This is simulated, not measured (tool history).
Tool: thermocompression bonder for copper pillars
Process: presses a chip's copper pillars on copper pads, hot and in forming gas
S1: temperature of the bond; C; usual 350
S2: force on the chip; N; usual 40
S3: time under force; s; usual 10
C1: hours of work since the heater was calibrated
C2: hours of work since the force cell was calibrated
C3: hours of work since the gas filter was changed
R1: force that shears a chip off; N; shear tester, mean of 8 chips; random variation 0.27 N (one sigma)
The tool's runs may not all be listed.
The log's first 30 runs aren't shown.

Run 31, hour 1782.2: usual settings; C1 309; C2 762; C3 231. Result: R1 56.3 N.
At hour 1789.2: forming gas filter changed.
Run 32, hour 1833.8: usual settings but S1 342 C, S2 24 N, S3 13 s; C1 349; C2 802; C3 35. Result: R1 39.6 N.
Run 33, hour 1895.4: usual settings but S1 361 C, S2 24 N, S3 6 s; C1 397; C2 851; C3 84. Result: R1 33.5 N.
Run 34, hour 1940.3: usual settings but S1 364 C, S2 59 N; C1 433; C2 886; C3 119. Result: R1 75.9 N.
Run 35, hour 2004.8: usual settings but S1 321 C, S2 50 N, S3 13 s; C1 483; C2 937; C3 170. Result: R1 61.1 N.
Run 36, hour 2062.5: usual settings but S1 379 C, S2 41 N, S3 18 s; C1 529; C2 982; C3 215. Result: R1 72.1 N.
At hour 2091.4: forming gas filter changed.
Run 37, hour 2110.6: usual settings but S1 330 C, S3 7 s; C1 566; C2 1020; C3 15. Result: R1 46.8 N.
Run 38, hour 2155.0: usual settings but S1 330 C, S3 7 s; C1 601; C2 1055; C3 50. Result: R1 46.1 N.

4 ways to go on from here, each from the tool as it stands after run 38. What would each give?
At hour 2174.5: force cell calibrated.
Run A, hour 2191.2: usual settings but S1 325 C; C1 629; C2 13; C3 77. Result: R1 ?.
At hour 2174.5: force cell calibrated.
Run B, hour 2191.2: usual settings but S1 368 C, S2 32 N, S3 9 s; C1 629; C2 13; C3 77. Result: R1 ?.
At hour 2174.5: force cell calibrated.
Run C, hour 2191.2: usual settings but S1 330 C, S2 43 N, S3 7 s; C1 629; C2 13; C3 77. Result: R1 ?.
At hour 2174.5: force cell calibrated.
Run D, hour 2191.2: usual settings but S1 330 C, S2 31 N, S3 7 s; C1 629; C2 13; C3 77. Result: R1 ?.

run    R1
  A  47.5
  B  50.1
  C  46.3
  D  33.9
Without the tool's hidden state the same runs would have given:
run    R1
  A  51.8
  B  54.0
  C  50.5
  D  37.4
